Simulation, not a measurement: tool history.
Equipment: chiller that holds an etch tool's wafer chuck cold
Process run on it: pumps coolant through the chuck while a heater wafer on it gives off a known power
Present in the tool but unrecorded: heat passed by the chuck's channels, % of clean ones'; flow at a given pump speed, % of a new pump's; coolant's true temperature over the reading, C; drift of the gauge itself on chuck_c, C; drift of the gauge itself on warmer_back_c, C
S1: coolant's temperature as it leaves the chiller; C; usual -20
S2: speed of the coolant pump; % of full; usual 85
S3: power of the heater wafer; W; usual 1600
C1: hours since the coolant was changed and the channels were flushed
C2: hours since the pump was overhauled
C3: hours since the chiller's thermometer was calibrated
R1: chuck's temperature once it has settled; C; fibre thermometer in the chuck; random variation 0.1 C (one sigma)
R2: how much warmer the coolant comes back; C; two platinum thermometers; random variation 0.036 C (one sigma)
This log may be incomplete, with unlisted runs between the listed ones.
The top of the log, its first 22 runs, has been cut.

run 23 hour=892.0 | S1=-18 S2=84 S3=1600 | C1=4678 C2=1649 C3=1338 | R1=-6.3 R2=6.52
run 24 hour=929.2 | S1=-19 S2=85 S3=1014 | C1=4715 C2=1686 C3=1375 | R1=-11.9 R2=4.10
run 25 hour=977.7 | S1=-11 S2=66 S3=1014 | C1=4763 C2=1735 C3=1424 | R1=-2.3 R2=5.44
run 26 hour=1017.3 | S1=-27 S2=71 S3=1600 | C1=4803 C2=1774 C3=1463 | R1=-13.9 R2=7.92
run 27 hour=1048.1 | S1=-22 S2=81 S3=2201 | C1=4834 C2=1805 C3=1494 | R1=-5.6 R2=9.34
run 28 hour=1102.5 | S1=-20 S2=68 S3=1600 | C1=4888 C2=1860 C3=1548 | R1=-6.3 R2=8.29
run 29 hour=1152.1 | S1=-27 S2=64 S3=1250 | C1=4938 C2=1909 C3=1598 | R1=-16.0 R2=6.86
run 30 hour=1188.6 | S1=-27 S2=64 S3=1250 | C1=4974 C2=1946 C3=1635 | R1=-16.0 R2=6.98
run 31 hour=1228.5 | S1=-11 S2=60 S3=2263 | C1=5014 C2=1986 C3=1675 | R1=10.1 R2=13.53

5 options for the next run, each taken on its own from the tool as it stands now. Forecast them:
run A hour=1275.7 | S1=-14 S2=87 S3=949 | C1=5061 C2=2033 C3=1722 | R1=? R2=?
run B hour=1275.7 | S1=-25 S2=97 S3=1414 | C1=5061 C2=2033 C3=1722 | R1=? R2=?
run C hour=1275.7 | S1=-20 S2=85 S3=1299 | C1=5061 C2=2033 C3=1722 | R1=? R2=?
run D hour=1275.7 | S1=-12 S2=63 S3=1592 | C1=5061 C2=2033 C3=1722 | R1=? R2=?
run E hour=1275.7 | S1=-19 S2=95 S3=1256 | C1=5061 C2=2033 C3=1722 | R1=? R2=?

run=A R1=-7.4 R2=3.75
run=B R1=-15.7 R2=4.95
run=C R1=-10.6 R2=5.24
run=D R1=2.5 R2=9.01
run=E R1=-10.6 R2=4.54
With no hidden state in the tool, these same runs would have given:
run=A R1=-7.6 R2=3.67
run=B R1=-16.0 R2=4.85
run=C R1=-10.9 R2=5.12
run=D R1=1.9 R2=8.81
run=E R1=-10.9 R2=4.44
